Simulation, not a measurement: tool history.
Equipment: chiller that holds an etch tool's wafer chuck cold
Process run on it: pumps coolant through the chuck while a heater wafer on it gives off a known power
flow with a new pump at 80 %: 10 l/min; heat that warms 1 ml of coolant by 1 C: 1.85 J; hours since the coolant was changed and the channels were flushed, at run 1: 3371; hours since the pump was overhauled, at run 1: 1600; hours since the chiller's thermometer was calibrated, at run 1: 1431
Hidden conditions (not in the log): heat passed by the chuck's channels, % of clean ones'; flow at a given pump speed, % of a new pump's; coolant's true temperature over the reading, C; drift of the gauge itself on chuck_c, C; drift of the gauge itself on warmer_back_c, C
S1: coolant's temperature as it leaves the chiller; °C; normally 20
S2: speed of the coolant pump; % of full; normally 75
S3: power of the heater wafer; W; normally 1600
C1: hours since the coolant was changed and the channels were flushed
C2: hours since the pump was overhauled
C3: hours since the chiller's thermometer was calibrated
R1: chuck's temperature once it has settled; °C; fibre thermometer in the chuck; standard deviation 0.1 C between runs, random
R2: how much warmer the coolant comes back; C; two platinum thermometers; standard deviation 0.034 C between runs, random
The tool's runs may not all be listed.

Run 1, hour 0.0: usual settings; C1 3371; C2 1600; C3 1431. Result: R1 32.4 °C, R2 5.63 C.
Run 2, hour 93.0: usual settings; C1 3464; C2 1693; C3 1524. Result: R1 32.6 °C, R2 5.69 C.
Run 3, hour 181.5: usual settings but S1 10 °C; C1 3552; C2 1782; C3 1613. Result: R1 22.8 °C, R2 5.71 C.
Run 4, hour 280.0: usual settings but S2 89 % of full; C1 3651; C2 1880; C3 1711. Result: R1 31.5 °C, R2 4.85 C.
Run 5, hour 356.2: usual settings but S2 89 % of full; C1 3727; C2 1957; C3 1788. Result: R1 31.1 °C, R2 4.79 C.
Run 6, hour 457.3: usual settings but S2 89 % of full; C1 3828; C2 2058; C3 1889. Result: R1 31.3 °C, R2 4.87 C.
Run 7, hour 554.1: usual settings but S2 89 % of full; C1 3925; C2 2154; C3 1985. Result: R1 31.3 °C, R2 4.82 C.
Run 8, hour 641.5: usual settings but S1 11 °C; C1 4012; C2 2242; C3 2073. Result: R1 23.8 °C, R2 5.77 C.
Run 9, hour 723.8: usual settings but S1 11 °C; C1 4095; C2 2324; C3 2155. Result: R1 23.8 °C, R2 5.80 C.
Run 10, hour 776.5: usual settings but S1 11 °C; C1 4147; C2 2377; C3 2208. Result: R1 24.0 °C, R2 5.78 C.
Run 11, hour 821.6: usual settings but S1 11 °C; C1 4192; C2 2422; C3 2253. Result: R1 24.1 °C, R2 5.77 C.
Run 12, hour 896.5: usual settings but S2 71 % of full; C1 4267; C2 2497; C3 2328. Result: R1 33.7 °C, R2 6.06 C.
Run 13, hour 993.2: usual settings; C1 4364; C2 2594; C3 2425. Result: R1 33.0 °C, R2 5.80 C.
Run 14, hour 1054.2: usual settings; C1 4425; C2 2655; C3 2486. Result: R1 33.3 °C, R2 5.79 C.
Run 15, hour 1146.5: usual settings; C1 4517; C2 2747; C3 2578. Result: R1 33.2 °C, R2 5.82 C.
Run 16, hour 1196.5: usual settings; C1 4567; C2 2797; C3 2628. Result: R1 33.2 °C, R2 5.80 C.
Run 17, hour 1248.6: usual settings but S1 26 °C, S2 90 % of full, S3 896 W; C1 4619; C2 2849; C3 2680. Result: R1 32.5 °C, R2 2.83 C.
Run 18, hour 1338.3: usual settings but S2 86 % of full, S3 1972 W; C1 4709; C2 2939; C3 2770. Result: R1 34.7 °C, R2 6.22 C.
Run 19, hour 1417.8: usual settings but S1 11 °C, S2 99 % of full, S3 1051 W; C1 4789; C2 3018; C3 2849. Result: R1 18.2 °C, R2 2.93 C.
Run 20, hour 1511.7: usual settings but S1 25 °C, S3 848 W; C1 4882; C2 3112; C3 2943. Result: R1 32.0 °C, R2 3.12 C.
Run 21, hour 1592.7: usual settings but S1 25 °C, S2 71 % of full, S3 1871 W; C1 4963; C2 3193; C3 3024. Result: R1 41.1 °C, R2 7.17 C.
Run 22, hour 1675.2: usual settings but S1 25 °C, S2 71 % of full, S3 1871 W; C1 5046; C2 3276; C3 3107. Result: R1 41.3 °C, R2 7.20 C.
Run 23, hour 1724.1: usual settings but S1 25 °C, S2 71 % of full, S3 1871 W; C1 5095; C2 3325; C3 3156. Result: R1 41.4 °C, R2 7.27 C.
Run 24, hour 1813.6: usual settings but S1 13 °C, S2 76 % of full, S3 1021 W; C1 5184; C2 3414; C3 3245. Result: R1 21.7 °C, R2 3.73 C.
Run 25, hour 1900.9: usual settings but S1 17 °C; C1 5272; C2 3501; C3 3332. Result: R1 30.8 °C, R2 5.95 C.
Run 26, hour 1953.6: usual settings but S1 15 °C, S3 2007 W; C1 5324; C2 3554; C3 3385. Result: R1 32.1 °C, R2 7.35 C.
Run 27, hour 2009.6: usual settings but S1 15 °C, S3 2007 W; C1 5380; C2 3610; C3 3441. Result: R1 32.0 °C, R2 7.34 C.
Run 28, hour 2068.2: usual settings but S1 11 °C, S2 71 % of full, S3 1293 W; C1 5439; C2 3669; C3 3500. Result: R1 22.7 °C, R2 5.04 C.
Run 29, hour 2169.9: usual settings but S1 22 °C, S2 95 % of full, S3 2252 W; C1 5541; C2 3770; C3 3601. Result: R1 38.2 °C, R2 6.59 C.
Run 30, hour 2224.4: usual settings but S1 24 °C, S2 67 % of full, S3 2009 W; C1 5595; C2 3825; C3 3656. Result: R1 42.8 °C, R2 8.31 C.
Run 31, hour 2296.1: usual settings but S1 29 °C, S2 94 % of full, S3 2367 W; C1 5667; C2 3896; C3 3727. Result: R1 46.3 °C, R2 7.03 C.
Run 32, hour 2348.6: usual settings but S3 1473 W; C1 5719; C2 3949; C3 3780. Result: R1 32.8 °C, R2 5.39 C.

Some steps in R1 between neighbouring runs. How much of each would the tool show without its hidden state too (settings, what came in, random variation), and how much is left for the hidden state, with any gauge scatter that isn't in both results?
Run 17 -> 18: S1 26 -> 20, S2 90 -> 86, S3 896 -> 1972. R1 +2.2 °C: hidden state +1.0, all else +1.2.
Run 18 -> 19: S1 20 -> 11, S2 86 -> 99, S3 1972 -> 1051. R1 -16.5 °C: hidden state -0.9, all else -15.6.
Run 20 -> 21: S2 75 -> 71, S3 848 -> 1871. R1 +9.1 °C: hidden state +1.1, all else +8.0.
Run 23 -> 24: S1 25 -> 13, S2 71 -> 76, S3 1871 -> 1021. R1 -19.7 °C: hidden state -1.0, all else -18.7.
Run 28 -> 29: S1 11 -> 22, S2 71 -> 95, S3 1293 -> 2252. R1 +15.5 °C: hidden state +0.8, all else +14.7.
